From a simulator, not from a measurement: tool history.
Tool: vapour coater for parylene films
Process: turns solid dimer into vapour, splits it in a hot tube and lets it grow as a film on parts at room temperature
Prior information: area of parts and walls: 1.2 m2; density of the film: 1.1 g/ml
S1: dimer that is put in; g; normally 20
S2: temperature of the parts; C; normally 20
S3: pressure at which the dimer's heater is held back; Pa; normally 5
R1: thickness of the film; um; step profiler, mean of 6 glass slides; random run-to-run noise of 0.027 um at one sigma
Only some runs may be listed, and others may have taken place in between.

run    hour  S1  S2     S3     R1
  1       0  20  20      5   8.37
  2    60.2  20  20      5   8.36
  3    91.8  20  20      5   8.34
  4   119.4  20  20      5   8.31
  5   175.6  20  20      5   8.27
  6     225  20  20      5   8.23
      258.3  -- trap's valve overhauled
  7   258.3  20  20      5   8.75
  8   310.2  20  20      5   8.68
  9   364.5  20  20      5   8.64
 10   409.7  20  20      5   8.64
 11   440.5  20  20      5    8.6
 12   500.2  20  18      5   8.83
 13   545.4  20  18     11   8.14
 14   595.7  20  20      5   8.49
 15   622.6  20  20      5   8.51
 16   669.3  20  20  10.86   7.85
 17   700.3  20  20   5.94   8.33
 18   761.7  20  20      5   8.44
 19   812.1  21  20      5   8.81
 20   841.3  21  20      5   8.81
 21   887.8  21  20      5   8.78
 22   933.3  21  20      5   8.78
 23   969.4  20  14      5   9.15
 24   994.4  15  14      5   6.84
 25  1047.9  12  18   4.46   5.18
     1079.9  -- trap's valve overhauled
 26  1107.9  17  31   5.63    6.1
 27  1161.3  11  21   6.87   4.49
 28  1195.4  11  21   6.87   4.48
 29  1243.9  15  20   5.18   6.37
 30  1294.5  15  12   7.06      7
 31    1334  14  18   2.15   6.72
 32  1368.4  14  18   2.15   6.66
 33    1394  14  26   3.05   5.68
 34  1425.1  30  25      5  11.68
 35  1485.9  10  16   6.28   4.36
 36  1519.6  20  13   4.86   9.43
 37  1561.2  20  13   4.86   9.32
 38  1592.4  17  28   5.93   6.18
 39    1652  11  32   2.61   4.06
 40  1696.6   9  14    2.3   4.45
 41  1751.3  10  18   6.72   4.17
 42  1787.8  13  20   7.93   5.13
 43    1846  13  20   7.93   5.12
     1900.5  -- trap's valve overhauled
 44  1906.7  13  20   7.93   5.34
 45  1954.4  13  20   7.93   5.33
 46  2011.3  12  18   9.31   4.98

Consider 4 possible next runs. They are alternatives, not a sequence: every one starts from the tool as it was left by run 46. What does each give?
  A  2056.2  11  23  6.89   ?
  B  2056.2  28  18  6.89   ?
  C  2056.2  20  29     5   ?
  D  2056.2  20  22  6.48   ?

run     R1
  A   4.35
  B  12.02
  C   7.45
  D   8.08
Without the tool's unlogged condition, the same runs would have read:
run     R1
  A   4.41
  B  12.19
  C   7.56
  D    8.2

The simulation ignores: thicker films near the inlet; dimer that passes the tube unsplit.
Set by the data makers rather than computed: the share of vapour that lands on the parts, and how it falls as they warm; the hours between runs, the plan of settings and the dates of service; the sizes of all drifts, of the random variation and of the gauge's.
